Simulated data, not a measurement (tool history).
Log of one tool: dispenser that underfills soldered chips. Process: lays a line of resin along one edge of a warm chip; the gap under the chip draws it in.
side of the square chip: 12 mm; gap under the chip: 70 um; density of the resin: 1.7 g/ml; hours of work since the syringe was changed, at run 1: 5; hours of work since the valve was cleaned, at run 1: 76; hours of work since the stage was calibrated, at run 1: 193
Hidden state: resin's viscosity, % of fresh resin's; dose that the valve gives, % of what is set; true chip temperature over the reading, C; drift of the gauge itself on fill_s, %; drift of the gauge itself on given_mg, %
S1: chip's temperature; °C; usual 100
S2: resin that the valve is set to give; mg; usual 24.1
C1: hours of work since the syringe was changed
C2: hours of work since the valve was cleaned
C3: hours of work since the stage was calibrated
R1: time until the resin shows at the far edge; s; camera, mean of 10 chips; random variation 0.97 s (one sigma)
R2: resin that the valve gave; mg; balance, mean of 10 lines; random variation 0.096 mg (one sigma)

run    day   S1    S2  C1   C2   C3     R1     R2
  1      0  100  24.1   5   76  193  143.7   23.3
     0.079  -- new syringe of resin
  2  0.275  100  24.1   3   80  197  117.8  23.18
     0.504  -- new syringe of resin
  3  0.621  100  24.1   2   84  202  106.5  23.14
  4  0.867  100  24.1   5   88  206  141.1  23.09
     0.938  -- new syringe of resin
  5  1.133  100  24.1   3   92  209    118  23.06
     1.367  -- new syringe of resin
  6    1.5  100  24.1   2   97  214  106.8  22.86
  7  1.729  100  27.3   5  100  218  142.2  25.88
     1.792  -- new syringe of resin
  8  1.979  100  25.2   3  104  221  112.8  24.09
     2.217  -- new syringe of resin
  9  2.342  100  24.1   2  109  226  109.2  22.97
      2.65  -- new syringe of resin
 10  2.675  100  24.1   0  113  231   95.5  22.93
 11  2.883  108  27.9   3  116  234   87.6  26.39
     3.071  -- new syringe of resin
 12  3.117  103  27.8   1  119  237   83.5  26.35
     3.442  -- dispensing valve cleaned and set on the balance
 13  3.446  105  29.8   5    0  241  111.1  29.82
     3.542  -- new syringe of resin
 14  3.788   87  30.5   4    5  246  195.8  30.45
     3.988  -- new syringe of resin
 15  4.029  109  24.1   1    8  249   69.1  23.88
 16  4.312  109  24.1   5   12  253   95.7  24.01
     4.421  -- new syringe of resin
 17   4.65  109  24.1   3   17  258   85.3  24.02
     4.854  -- new syringe of resin
 18  4.892  108  26.8   1   20  261   68.3  26.55
 19  5.208  100  29.5   5   25  266    136  29.26
     5.283  -- new syringe of resin
 20  5.371  100  29.5   1   27  268   96.1  29.11

3 ways to go on from here, each from the tool as it stands after run 20. What would each give?
  A  5.658   93  29.1   5  31  272   ?   ?
  B  5.658   95  24.1   5  31  272   ?   ?
  C  5.658  100  23.8   5  31  272   ?   ?

run     R1     R2
  A  173.9  28.63
  B    169  23.95
  C  140.1  23.51
Without the tool's hidden state the same runs would have given:
run     R1     R2
  A  114.6     29
  B  111.2  24.26
  C     92  23.81

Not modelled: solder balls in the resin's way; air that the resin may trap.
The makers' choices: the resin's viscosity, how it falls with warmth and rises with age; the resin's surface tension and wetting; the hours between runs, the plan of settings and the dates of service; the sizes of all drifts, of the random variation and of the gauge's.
